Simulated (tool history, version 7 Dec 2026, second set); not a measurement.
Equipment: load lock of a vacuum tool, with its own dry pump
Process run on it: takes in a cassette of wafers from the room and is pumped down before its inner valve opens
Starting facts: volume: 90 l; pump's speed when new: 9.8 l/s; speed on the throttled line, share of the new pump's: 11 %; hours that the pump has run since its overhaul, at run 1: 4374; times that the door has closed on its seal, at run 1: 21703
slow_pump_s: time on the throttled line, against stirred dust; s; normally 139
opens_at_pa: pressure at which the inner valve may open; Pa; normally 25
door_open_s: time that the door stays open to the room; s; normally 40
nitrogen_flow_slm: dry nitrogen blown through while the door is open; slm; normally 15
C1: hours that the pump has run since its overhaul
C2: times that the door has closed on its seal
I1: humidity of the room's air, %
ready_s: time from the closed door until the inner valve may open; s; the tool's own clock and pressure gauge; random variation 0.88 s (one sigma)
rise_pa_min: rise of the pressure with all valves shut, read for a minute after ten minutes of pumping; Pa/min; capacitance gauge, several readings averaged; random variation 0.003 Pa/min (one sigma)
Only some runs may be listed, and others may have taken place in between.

run 1 day=0 | slow_pump_s=139 opens_at_pa=25 door_open_s=40 nitrogen_flow_slm=15 | C1=4374 C2=21703 | I1=44.3 | ready_s=199 rise_pa_min=0.015
run 2 day=5.033 | slow_pump_s=139 opens_at_pa=25 door_open_s=40 nitrogen_flow_slm=6 | C1=4495 C2=22022 | I1=44.8 | ready_s=199.8 rise_pa_min=0.019
run 3 day=10.333 | slow_pump_s=139 opens_at_pa=27 door_open_s=40 nitrogen_flow_slm=15 | C1=4622 C2=22358 | I1=42.4 | ready_s=197.4 rise_pa_min=0.008
run 4 day=17.458 | slow_pump_s=139 opens_at_pa=25 door_open_s=52 nitrogen_flow_slm=15 | C1=4793 C2=22810 | I1=41.4 | ready_s=199.2 rise_pa_min=0.015
run 5 day=22.862 | slow_pump_s=139 opens_at_pa=25 door_open_s=52 nitrogen_flow_slm=15 | C1=4923 C2=23153 | I1=49.4 | ready_s=199.4 rise_pa_min=0.016
run 6 day=31.379 | slow_pump_s=139 opens_at_pa=25 door_open_s=52 nitrogen_flow_slm=15 | C1=5127 C2=23693 | I1=45.8 | ready_s=199.6 rise_pa_min=0.016
run 7 day=36.258 | slow_pump_s=139 opens_at_pa=25 door_open_s=52 nitrogen_flow_slm=15 | C1=5244 C2=24002 | I1=44 | ready_s=199.5 rise_pa_min=0.013
run 8 day=44.471 | slow_pump_s=139 opens_at_pa=25 door_open_s=52 nitrogen_flow_slm=15 | C1=5442 C2=24523 | I1=48.4 | ready_s=199.8 rise_pa_min=0.015
run 9 day=49.942 | slow_pump_s=139 opens_at_pa=29 door_open_s=61 nitrogen_flow_slm=8 | C1=5573 C2=24870 | I1=45.8 | ready_s=199 rise_pa_min=0.024
run 10 day=58.212 | slow_pump_s=139 opens_at_pa=29 door_open_s=61 nitrogen_flow_slm=8 | C1=5771 C2=25395 | I1=45.2 | ready_s=197.8 rise_pa_min=0.025
run 11 day=63.85 | slow_pump_s=139 opens_at_pa=29 door_open_s=61 nitrogen_flow_slm=8 | C1=5907 C2=25752 | I1=41.6 | ready_s=197.8 rise_pa_min=0.02
run 12 day=69.9 | slow_pump_s=139 opens_at_pa=29 door_open_s=61 nitrogen_flow_slm=8 | C1=6052 C2=26136 | I1=42.7 | ready_s=198.4 rise_pa_min=0.023
run 13 day=74.871 | slow_pump_s=90 opens_at_pa=36 door_open_s=132 nitrogen_flow_slm=8 | C1=6171 C2=26451 | I1=44.5 | ready_s=152.1 rise_pa_min=0.025
run 14 day=82.079 | slow_pump_s=90 opens_at_pa=36 door_open_s=132 nitrogen_flow_slm=8 | C1=6344 C2=26908 | I1=46 | ready_s=151.7 rise_pa_min=0.023
run 15 day=89.1 | slow_pump_s=146 opens_at_pa=40 door_open_s=162 nitrogen_flow_slm=15 | C1=6513 C2=27353 | I1=48.1 | ready_s=201.3 rise_pa_min=0.029

4 options for the next run, each taken on its own from the tool as it stands now. Forecast them:
run A day=94.629 | slow_pump_s=146 opens_at_pa=40 door_open_s=162 nitrogen_flow_slm=42 | C1=6645 C2=27704 | I1=45.3 | ready_s=? rise_pa_min=?
run B day=94.629 | slow_pump_s=139 opens_at_pa=30 door_open_s=47 nitrogen_flow_slm=6 | C1=6645 C2=27704 | I1=45 | ready_s=? rise_pa_min=?
run C day=94.629 | slow_pump_s=98 opens_at_pa=25 door_open_s=40 nitrogen_flow_slm=15 | C1=6645 C2=27704 | I1=45.9 | ready_s=? rise_pa_min=?
run D day=94.629 | slow_pump_s=139 opens_at_pa=36 door_open_s=40 nitrogen_flow_slm=8 | C1=6645 C2=27704 | I1=43.7 | ready_s=? rise_pa_min=?

run=A ready_s=202.2 rise_pa_min=0.015
run=B ready_s=197.2 rise_pa_min=0.017
run=C ready_s=163.2 rise_pa_min=0.018
run=D ready_s=197.4 rise_pa_min=0.015
With the hidden condition removed and each run's random variation left untouched, the same runs would have given:
run=A ready_s=202.2 rise_pa_min=0.014
run=B ready_s=197.2 rise_pa_min=0.016
run=C ready_s=163.2 rise_pa_min=0.017
run=D ready_s=197.4 rise_pa_min=0.014
